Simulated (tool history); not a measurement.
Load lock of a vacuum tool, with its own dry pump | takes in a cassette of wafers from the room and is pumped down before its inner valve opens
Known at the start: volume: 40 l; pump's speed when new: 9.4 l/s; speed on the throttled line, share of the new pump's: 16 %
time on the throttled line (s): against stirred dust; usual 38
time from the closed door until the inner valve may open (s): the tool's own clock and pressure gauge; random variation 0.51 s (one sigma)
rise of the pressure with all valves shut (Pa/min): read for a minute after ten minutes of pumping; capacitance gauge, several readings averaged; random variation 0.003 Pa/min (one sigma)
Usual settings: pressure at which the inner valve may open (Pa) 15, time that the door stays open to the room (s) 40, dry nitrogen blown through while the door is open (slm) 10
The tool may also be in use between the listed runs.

run,hour,time on the throttled line (s),pressure at which the inner valve may open (Pa),time that the door stays open to the room (s),dry nitrogen blown through while the door is open (slm),"incoming humidity of the room's air, %",time from the closed door until the inner valve may open (s),rise of the pressure with all valves shut (Pa/min)
1,0.0,38,15,40,10,42.7,70.7,0.214
2,130.0,38,15,40,10,43.1,70.3,0.218
3,256.5,38,15,40,20,45.6,71.1,0.210
4,358.5,38,15,40,10,47.7,70.4,0.228
5,428.3,38,15,40,15,46.7,71.6,0.224
6,542.4,38,11,40,10,41.3,72.4,0.230
7,610.5,38,11,40,10,49.9,72.2,0.236
8,686.6,67,15,40,10,43.1,95.7,0.234
9,747.3,67,15,40,10,45.2,95.0,0.233
10,826.7,67,15,40,10,46.5,96.2,0.241
11,921.9,67,15,40,10,46.4,94.6,0.241
12,1053.4,67,15,40,10,45.8,94.5,0.247
13,1144.4,38,15,40,10,39.9,70.6,0.251
14,1252.0,38,15,40,10,41.4,71.6,0.257
15,1327.6,38,15,40,10,47.2,71.3,0.266
16,1400.5,38,15,40,10,45.2,71.5,0.264
17,1507.3,38,15,40,10,45.7,71.0,0.274
18,1642.9,38,15,40,10,45.5,70.0,0.274
19,1701.6,38,26,40,10,42.8,69.2,0.271
20,1810.0,43,15,40,17,49.6,76.1,0.277
21,1914.7,43,15,40,17,41.5,75.9,0.279
22,1992.9,45,11,60,5,42.2,78.3,0.304
23,2093.5,45,11,60,5,45.2,78.4,0.306
24,2199.4,45,11,60,5,43.4,77.8,0.313
25,2312.1,45,11,60,5,45.6,77.7,0.321
26,2399.2,45,11,60,5,45.4,78.8,0.322
27,2526.6,45,11,81,5,45.9,79.1,0.337
28,2625.4,38,15,230,10,45.5,71.6,0.355
29,2687.1,65,22,87,6,45.4,92.1,0.344
30,2787.0,33,28,215,41,44.0,64.4,0.318
31,2869.8,24,12,48,20,45.5,60.2,0.322
32,2997.1,38,12,40,10,43.2,72.2,0.335
33,3081.6,38,12,40,10,40.4,72.4,0.336
34,3224.2,63,26,40,10,45.3,88.6,0.348
35,3362.0,38,12,36,10,44.9,71.8,0.353
36,3482.0,38,12,36,10,45.4,72.4,0.355
37,3592.1,38,12,36,10,46.3,72.7,0.366

3 ways to go on from here, each from the tool as it stands after run 37. What would each give?
A,3727.9,38,21,40,10,45.3,?,?
B,3727.9,67,12,165,10,48.8,?,?
C,3727.9,38,15,40,8,44.4,?,?

run,time from the closed door until the inner valve may open (s),rise of the pressure with all valves shut (Pa/min)
A,70.1,0.365
B,96.3,0.385
C,72.4,0.373
Without the tool's hidden state the same runs would have given:
run,time from the closed door until the inner valve may open (s),rise of the pressure with all valves shut (Pa/min)
A,68.2,0.040
B,94.4,0.064
C,70.3,0.045

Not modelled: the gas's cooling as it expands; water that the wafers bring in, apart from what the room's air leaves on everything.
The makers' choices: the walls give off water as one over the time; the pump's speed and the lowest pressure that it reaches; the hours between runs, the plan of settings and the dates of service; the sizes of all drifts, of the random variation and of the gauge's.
